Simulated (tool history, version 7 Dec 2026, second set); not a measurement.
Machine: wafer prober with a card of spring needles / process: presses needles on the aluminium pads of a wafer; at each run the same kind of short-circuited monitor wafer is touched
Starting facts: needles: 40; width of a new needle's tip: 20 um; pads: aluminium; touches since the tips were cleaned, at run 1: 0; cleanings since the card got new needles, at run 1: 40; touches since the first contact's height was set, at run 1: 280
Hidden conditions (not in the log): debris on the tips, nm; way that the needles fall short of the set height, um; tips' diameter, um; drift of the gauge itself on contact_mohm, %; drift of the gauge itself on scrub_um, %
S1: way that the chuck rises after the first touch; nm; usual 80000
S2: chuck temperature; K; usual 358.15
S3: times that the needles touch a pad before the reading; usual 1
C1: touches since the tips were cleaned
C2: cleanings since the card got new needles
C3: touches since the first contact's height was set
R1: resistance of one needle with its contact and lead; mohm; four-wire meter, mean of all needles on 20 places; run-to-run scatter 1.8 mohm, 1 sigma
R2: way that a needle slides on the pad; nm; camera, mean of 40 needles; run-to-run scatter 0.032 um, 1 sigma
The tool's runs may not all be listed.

run	hour	S1	S2	S3	C1	C2	C3	R1	R2
1	0	80000	358.15	1	0	40	280	186	13100
# hour 6.2: tips cleaned on abrasive film
# hour 12.3: tips cleaned on abrasive film
2	12.3	80000	358.15	1	8	42	4626	187	13100
# hour 18.4: tips cleaned on abrasive film
3	18.4	80000	358.15	1	0	43	6771	186	13070
# hour 24.2: tips cleaned on abrasive film
4	26.5	80000	358.15	1	813	44	9629	201	13160
# hour 30.3: tips cleaned on abrasive film
# hour 36.1: tips cleaned on abrasive film
5	36.1	80000	358.15	1	0	46	13019	185	13090
# hour 42.3: tips cleaned on abrasive film
6	45.4	80000	358.15	1	1126	47	16327	201	13020
# hour 48.9: tips cleaned on abrasive film
# hour 54.9: tips cleaned on abrasive film
7	57.2	80000	358.15	1	812	49	20457	201	13000
# hour 61.3: tips cleaned on abrasive film
8	66.5	80000	358.15	1	1892	50	23786	211	13050
# hour 67.5: tips cleaned on abrasive film
# hour 74.2: tips cleaned on abrasive film
9	76.6	80000	358.15	1	863	52	27312	201	13000
# hour 80.2: tips cleaned on abrasive film
10	85.5	80000	358.15	1	1897	53	30473	211	13020
# hour 86.3: tips cleaned on abrasive film
# hour 92.3: tips cleaned on abrasive film
11	92.4	68000	358.15	1	42	55	32890	194	11000
# hour 98.8: tips cleaned on abrasive film
12	100.8	90000	358.15	1	724	56	35869	195	14610
# hour 104.6: tips cleaned on abrasive film
# hour 110.4: tips cleaned on abrasive film
13	112.2	80000	358.15	1	662	58	39880	196	12990
# hour 116.6: tips cleaned on abrasive film
14	118.4	80000	358.15	1	661	59	42074	198	12990
# hour 122.5: tips cleaned on abrasive film
15	126.5	80000	358.15	1	1432	60	44923	210	12950
# hour 128.8: tips cleaned on abrasive film
# hour 134.9: tips cleaned on abrasive film
16	137.2	80000	340.15	1	825	62	48712	197	12960
# hour 141.2: tips cleaned on abrasive film
# hour 147.4: tips cleaned on abrasive film
17	148.3	80000	340.15	1	305	64	52595	189	12870
# hour 153.4: tips cleaned on abrasive film
# hour 159.3: tips cleaned on abrasive film
18	160.9	80000	340.15	1	556	66	57042	194	12940
# hour 165: tips cleaned on abrasive film
# hour 171: tips cleaned on abrasive film
19	171	95000	324.15	2	12	68	60611	179	15310
# hour 176.7: tips cleaned on abrasive film
20	180.1	95000	324.15	2	1242	69	63839	186	15310
# hour 183: tips cleaned on abrasive film
21	187.3	71000	330.15	1	1514	70	66365	212	11400
# hour 189.4: tips cleaned on abrasive film
# hour 195.8: tips cleaned on abrasive film
22	197.3	66000	302.15	2	559	72	69910	188	10590
# hour 201.8: tips cleaned on abrasive film
23	205.1	66000	302.15	2	1178	73	72660	196	10640
# hour 207.9: tips cleaned on abrasive film
24	213.4	66000	384.15	1	1970	74	75608	237	10580
# hour 214.1: tips cleaned on abrasive film
# hour 220.1: tips cleaned on abrasive film
25	220.1	66000	302.15	1	0	76	77913	180	10530
# hour 225.9: tips cleaned on abrasive film
26	229.1	66000	302.15	1	1134	77	81116	210	10490
# hour 231.7: tips cleaned on abrasive film
# hour 237.4: tips cleaned on abrasive film
27	241.9	66000	331.15	2	1632	79	85653	206	10510

Run 28 comes next. What will it give?
# hour 243.7: tips cleaned on abrasive film
28	248.8	66000	310.15	2	1831	80	88084	?	?

R1: 208 mohm
R2: 10540 nm
With no hidden state in the tool, this same run would have given R1 178 mohm, R2 10870 nm.

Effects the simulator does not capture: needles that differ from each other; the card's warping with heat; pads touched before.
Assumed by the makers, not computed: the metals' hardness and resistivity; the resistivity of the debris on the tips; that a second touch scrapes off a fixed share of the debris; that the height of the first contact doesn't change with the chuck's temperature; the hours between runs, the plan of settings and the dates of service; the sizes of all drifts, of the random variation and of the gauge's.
